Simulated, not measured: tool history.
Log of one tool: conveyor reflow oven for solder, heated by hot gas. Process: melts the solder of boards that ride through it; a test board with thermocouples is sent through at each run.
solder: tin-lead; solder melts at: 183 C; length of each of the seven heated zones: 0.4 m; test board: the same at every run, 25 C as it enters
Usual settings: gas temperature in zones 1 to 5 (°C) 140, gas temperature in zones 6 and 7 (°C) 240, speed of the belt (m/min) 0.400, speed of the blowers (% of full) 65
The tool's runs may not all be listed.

run   hour  gas temperature in zones 1 to 5 (°C)  gas temperature in zones 6 and 7 (°C)  speed of the belt (m/min)  speed of the blowers (% of full)  highest temperature of the board (°C)  time above the solder's melting point (s)
  1    0.0                                   140                                    240                      0.400                                65                                  225.5                                      103.8
  2   25.0                                   140                                    240                      0.400                                65                                  226.4                                      101.4
  3   54.4                                   140                                    240                      0.400                                65                                  225.7                                      100.7
  4   83.5                                   140                                    240                      0.400                                65                                  226.1                                      100.7
  5  109.7                                   140                                    240                      0.400                                65                                  225.9                                      101.1
  6  126.6                                   140                                    240                      0.400                                65                                  225.8                                      102.0
  7  141.1                                   140                                    240                      0.400                                65                                  225.8                                      101.9
  8  156.7                                   140                                    240                      0.400                                65                                  226.4                                      101.4
     180.4  -- flux residue cleaned out of gas plates and filters
  9  181.8                                   140                                    240                      0.400                                65                                  225.8                                      100.6
 10  199.0                                   140                                    240                      0.400                                65                                  226.1                                      101.1
 11  223.6                                   140                                    240                      0.400                                65                                  227.2                                      102.7
 12  248.1                                   140                                    231                      0.407                                73                                  219.5                                       92.8
 13  271.3                                   140                                    234                      0.400                                65                                  220.4                                       96.0
 14  286.8                                   140                                    234                      0.400                                65                                  220.4                                       95.9
 15  307.9                                   140                                    234                      0.400                                65                                  220.7                                       97.4
 16  337.8                                   129                                    240                      0.427                                65                                  222.0                                       85.9
 17  367.5                                   129                                    240                      0.427                                65                                  222.6                                       85.1
 18  383.5                                   134                                    249                      0.431                                65                                  230.5                                       95.2
 19  405.0                                   134                                    235                      0.431                                71                                  220.2                                       83.6

Forecast each of these 5 alternatives for the next run:
  A  420.4                                   134                                    236                      0.375                                67                                      ?                                          ?
  B  420.4                                   140                                    240                      0.400                                87                                      ?                                          ?
  C  420.4                                   134                                    235                      0.461                                83                                      ?                                          ?
  D  420.4                                   129                                    240                      0.400                                65                                      ?                                          ?
  E  420.4                                   140                                    242                      0.400                                81                                      ?                                          ?

run  highest temperature of the board (°C)  time above the solder's melting point (s)
  A                                  223.2                                      103.6
  B                                  229.2                                      104.5
  C                                  219.1                                       77.6
  D                                  225.1                                       95.0
  E                                  230.4                                      105.3
Without the tool's hidden state the same runs would have given:
run  highest temperature of the board (°C)  time above the solder's melting point (s)
  A                                  223.2                                      103.6
  B                                  229.2                                      104.5
  C                                  219.1                                       77.6
  D                                  225.1                                       95.0
  E                                  230.4                                      105.2
